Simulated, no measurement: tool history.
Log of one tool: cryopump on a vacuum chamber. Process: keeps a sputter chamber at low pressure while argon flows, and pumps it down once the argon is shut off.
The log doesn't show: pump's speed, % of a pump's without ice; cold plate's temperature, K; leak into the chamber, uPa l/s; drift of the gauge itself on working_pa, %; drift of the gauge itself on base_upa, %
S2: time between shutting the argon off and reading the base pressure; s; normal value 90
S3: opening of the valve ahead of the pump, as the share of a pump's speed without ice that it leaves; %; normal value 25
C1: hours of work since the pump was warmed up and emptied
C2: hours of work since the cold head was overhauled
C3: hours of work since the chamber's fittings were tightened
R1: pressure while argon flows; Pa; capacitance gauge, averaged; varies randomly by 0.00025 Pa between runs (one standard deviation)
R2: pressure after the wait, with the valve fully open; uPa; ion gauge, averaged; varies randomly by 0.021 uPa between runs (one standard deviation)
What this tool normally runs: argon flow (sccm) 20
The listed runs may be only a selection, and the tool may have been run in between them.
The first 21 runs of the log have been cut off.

{"run": 22, "hour": 1122.5, "argon flow (sccm)": 8, "S2": 78, "S3": 45, "C1": 494, "C2": 494, "C3": 1089, "R1": 0.0132, "R2": 0.78}
{"run": 23, "hour": 1165.6, "argon flow (sccm)": 8, "S2": 78, "S3": 45, "C1": 512, "C2": 512, "C3": 1107, "R1": 0.0136, "R2": 0.8}
{"run": 24, "hour": 1213.4, "argon flow (sccm)": 10, "S2": 21, "S3": 49, "C1": 533, "C2": 533, "C3": 1128, "R1": 0.0158, "R2": 1.47}
{"run": 25, "hour": 1283.7, "argon flow (sccm)": 10, "S2": 21, "S3": 49, "C1": 563, "C2": 563, "C3": 1158, "R1": 0.0158, "R2": 1.48}
{"run": 26, "hour": 1348.4, "argon flow (sccm)": 20, "S2": 207, "S3": 25, "C1": 590, "C2": 590, "C3": 1186, "R1": 0.0599, "R2": 0.71}
{"run": 27, "hour": 1384.1, "argon flow (sccm)": 9, "S2": 108, "S3": 36, "C1": 606, "C2": 606, "C3": 1201, "R1": 0.0189, "R2": 0.79}
{"run": 28, "hour": 1452.1, "argon flow (sccm)": 8, "S2": 108, "S3": 36, "C1": 635, "C2": 635, "C3": 1230, "R1": 0.0168, "R2": 0.79}
{"run": 29, "hour": 1523.7, "argon flow (sccm)": 9, "S2": 90, "S3": 38, "C1": 666, "C2": 666, "C3": 1261, "R1": 0.0177, "R2": 0.88}
{"run": 30, "hour": 1583.0, "argon flow (sccm)": 13, "S2": 90, "S3": 18, "C1": 691, "C2": 691, "C3": 1286, "R1": 0.0539, "R2": 0.84}
{"run": 31, "hour": 1626.3, "argon flow (sccm)": 13, "S2": 90, "S3": 18, "C1": 710, "C2": 710, "C3": 1305, "R1": 0.0541, "R2": 0.86}
{"run": 32, "hour": 1670.1, "argon flow (sccm)": 17, "S2": 55, "S3": 28, "C1": 729, "C2": 729, "C3": 1324, "R1": 0.0461, "R2": 1.01}
{"run": 33, "hour": 1707.3, "argon flow (sccm)": 20, "S2": 47, "S3": 58, "C1": 744, "C2": 744, "C3": 1340, "R1": 0.027, "R2": 1.07}
{"run": 34, "hour": 1763.0, "argon flow (sccm)": 15, "S2": 49, "S3": 20, "C1": 768, "C2": 768, "C3": 1363, "R1": 0.0562, "R2": 1.09}

4 options for the next run, each taken on its own from the tool as it stands now. Forecast them:
{"run": "A", "hour": 1796.1, "argon flow (sccm)": 16, "S2": 201, "S3": 55, "C1": 783, "C2": 783, "C3": 1378, "R1": "?", "R2": "?"}
{"run": "B", "hour": 1796.1, "argon flow (sccm)": 21, "S2": 35, "S3": 41, "C1": 783, "C2": 783, "C3": 1378, "R1": "?", "R2": "?"}
{"run": "C", "hour": 1796.1, "argon flow (sccm)": 9, "S2": 31, "S3": 15, "C1": 783, "C2": 783, "C3": 1378, "R1": "?", "R2": "?"}
{"run": "D", "hour": 1796.1, "argon flow (sccm)": 13, "S2": 109, "S3": 20, "C1": 783, "C2": 783, "C3": 1378, "R1": "?", "R2": "?"}

run=A R1=0.0226 R2=0.77
run=B R1=0.0388 R2=1.23
run=C R1=0.0448 R2=1.27
run=D R1=0.0486 R2=0.88
Take away the tool's hidden state, keep each run's random variation, and the runs would have read:
run=A R1=0.0213 R2=0.21
run=B R1=0.0371 R2=0.66
run=C R1=0.0441 R2=0.72
run=D R1=0.0475 R2=0.31
